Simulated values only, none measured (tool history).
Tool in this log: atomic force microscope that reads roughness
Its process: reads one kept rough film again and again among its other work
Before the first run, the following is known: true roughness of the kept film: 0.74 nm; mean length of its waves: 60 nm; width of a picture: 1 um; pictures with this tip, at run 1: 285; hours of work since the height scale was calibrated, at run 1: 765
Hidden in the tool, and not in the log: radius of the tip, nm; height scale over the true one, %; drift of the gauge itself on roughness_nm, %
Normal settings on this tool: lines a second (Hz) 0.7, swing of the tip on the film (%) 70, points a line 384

run   hour  lines a second (Hz)  swing of the tip on the film (%)  points a line  pictures with this tip  hours of work since the height scale was calibrated  roughness of the kept film (nm (root mean square))
  1      0                  0.7                                70            384                     285                                                  765                                               0.691
  2   20.9                2.433                                70            384                     310                                                  779                                               0.627
  3   47.6                2.433                                70            384                     340                                                  799                                               0.629
  4   63.9                2.433                                70            384                     359                                                  810                                               0.627
      67.2  -- height scale calibrated on a step standard
      85.6  -- new tip fitted
  5   87.6                  0.7                                70            285                       3                                                   14                                               0.696
  6  112.7                  0.7                                56            299                      31                                                   32                                                0.71
  7    128                  0.7                                56            299                      49                                                   43                                               0.713
  8    147                  0.7                                58            318                      71                                                   57                                                0.71
  9  166.5                1.361                                58            498                      93                                                   71                                               0.698

Run 10, settings as shown, results not yet in. Your forecast:
 10  195.5                0.691                                73            733                     127                                                   92                                                   ?

Run 10 measured roughness of the kept film (nm (root mean square)) 0.687.
With no hidden state in the tool, this same run would have given roughness of the kept film (nm (root mean square)) 0.696.
